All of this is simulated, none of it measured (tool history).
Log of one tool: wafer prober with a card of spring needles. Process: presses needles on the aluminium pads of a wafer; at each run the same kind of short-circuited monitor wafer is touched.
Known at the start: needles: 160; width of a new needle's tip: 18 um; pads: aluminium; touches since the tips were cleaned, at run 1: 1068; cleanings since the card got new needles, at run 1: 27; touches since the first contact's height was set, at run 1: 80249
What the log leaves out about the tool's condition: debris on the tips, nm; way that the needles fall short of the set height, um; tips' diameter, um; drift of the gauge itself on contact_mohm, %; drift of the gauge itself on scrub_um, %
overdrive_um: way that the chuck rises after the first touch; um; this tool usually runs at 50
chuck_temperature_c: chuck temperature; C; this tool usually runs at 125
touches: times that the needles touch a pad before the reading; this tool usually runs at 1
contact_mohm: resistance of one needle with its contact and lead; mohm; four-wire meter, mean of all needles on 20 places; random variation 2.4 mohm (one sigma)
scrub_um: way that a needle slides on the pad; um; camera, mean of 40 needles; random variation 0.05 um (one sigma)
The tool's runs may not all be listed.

run   hour  overdrive_um  chuck_temperature_c  touches  touches since the tips were cleaned  cleanings since the card got new needles  touches since the first contact's height was set  contact_mohm  scrub_um
  1      0            50                  125        1                                 1068                                        27                                             80249           290      5.81
       7.8  -- tips cleaned on abrasive film
      20.3  -- tips cleaned on abrasive film
  2   24.6            50                  125        2                                 1113                                        29                                             86524           287      5.77
      32.2  -- tips cleaned on abrasive film
      42.5  -- tips cleaned on abrasive film
      52.9  -- tips cleaned on abrasive film
  3   55.5            50                   77        1                                  670                                        32                                             94370           278      5.74
      65.4  -- tips cleaned on abrasive film
      75.7  -- tips cleaned on abrasive film
      88.4  -- tips cleaned on abrasive film
  4   93.1            50                   77        1                                 1210                                        35                                            103952           286      5.74
     100.9  -- tips cleaned on abrasive film
     113.8  -- tips cleaned on abrasive film
     126.7  -- tips cleaned on abrasive film
  5  132.4            50                   77        1                                 1463                                        38                                            113966           289      5.71
     137.6  -- tips cleaned on abrasive film
       148  -- tips cleaned on abrasive film
     160.7  -- tips cleaned on abrasive film
  6  170.8            50                   77        1                                 2589                                        41                                            123736           289      5.68
     173.4  -- tips cleaned on abrasive film
     186.3  -- tips cleaned on abrasive film
     198.8  -- tips cleaned on abrasive film
  7  208.4            50                   77        1                                 2474                                        44                                            133331           295      5.62
     211.1  -- tips cleaned on abrasive film
     221.5  -- tips cleaned on abrasive film
     234.4  -- tips cleaned on abrasive film
     247.3  -- tips cleaned on abrasive film
     257.9  -- tips cleaned on abrasive film
  8  257.9            65                   77        1                                    0                                        49                                            145891           266       7.4
     270.6  -- tips cleaned on abrasive film
     283.2  -- tips cleaned on abrasive film
  9  283.9            65                  111        3                                  193                                        51                                            152529           275      7.44
     294.3  -- tips cleaned on abrasive film
     306.5  -- tips cleaned on abrasive film
 10  307.2            32                  125        3                                  184                                        53                                            158460           295      3.41
     317.3  -- tips cleaned on abrasive film
     330.1  -- tips cleaned on abrasive film
     342.9  -- tips cleaned on abrasive film
 11  347.9            49                   40        2                                 1279                                        56                                            168823           273      5.36
     355.7  -- tips cleaned on abrasive film
     368.1  -- tips cleaned on abrasive film
     378.5  -- tips cleaned on abrasive film
 12  382.9            50                   31        2                                 1136                                        59                                            177740           267      5.53
     390.6  -- tips cleaned on abrasive film
       401  -- tips cleaned on abrasive film
     411.3  -- tips cleaned on abrasive film
     411.6  -- height of the first contact set anew
     423.1  -- tips cleaned on abrasive film
 13  423.1            50                   31        2                                    0                                        63                                              2924           253      6.13
     433.5  -- tips cleaned on abrasive film
     446.4  -- tips cleaned on abrasive film
       459  -- tips cleaned on abrasive film
 14  464.1            40                   47        3                                 1288                                        66                                             13359           277      4.84
     471.5  -- tips cleaned on abrasive film
     484.4  -- tips cleaned on abrasive film
     494.7  -- tips cleaned on abrasive film
     505.1  -- tips cleaned on abrasive film
 15  513.1            50                   27        1                                 2065                                        70                                             25846           274      6.01

5 ways to go on from here, each from the tool as it stands after run 15. What would each give?
     515.7  -- tips cleaned on abrasive film
     528.5  -- tips cleaned on abrasive film
     540.5  -- tips cleaned on abrasive film
  A   544            55                   27        1                                  902                                        73                                             33695             ?         ?
     515.7  -- tips cleaned on abrasive film
     528.5  -- tips cleaned on abrasive film
     540.5  -- tips cleaned on abrasive film
  B   544            50                   27        3                                  902                                        73                                             33695             ?         ?
     515.7  -- tips cleaned on abrasive film
     528.5  -- tips cleaned on abrasive film
     540.5  -- tips cleaned on abrasive film
  C   544            50                   28        1                                  902                                        73                                             33695             ?         ?
     515.7  -- tips cleaned on abrasive film
     528.5  -- tips cleaned on abrasive film
     540.5  -- tips cleaned on abrasive film
  D   544            40                   57        1                                  902                                        73                                             33695             ?         ?
     515.7  -- tips cleaned on abrasive film
     528.5  -- tips cleaned on abrasive film
     540.5  -- tips cleaned on abrasive film
  E   544            47                   48        1                                  902                                        73                                             33695             ?         ?

run  contact_mohm  scrub_um
  A           261      6.68
  B           254         6
  C           267      6.04
  D           291       4.8
  E           269      5.68
Take away the tool's hidden state, keep each run's random variation, and the runs would have read:
run  contact_mohm  scrub_um
  A           248      6.79
  B           248      6.11
  C           252      6.15
  D           270       4.9
  E           253      5.79
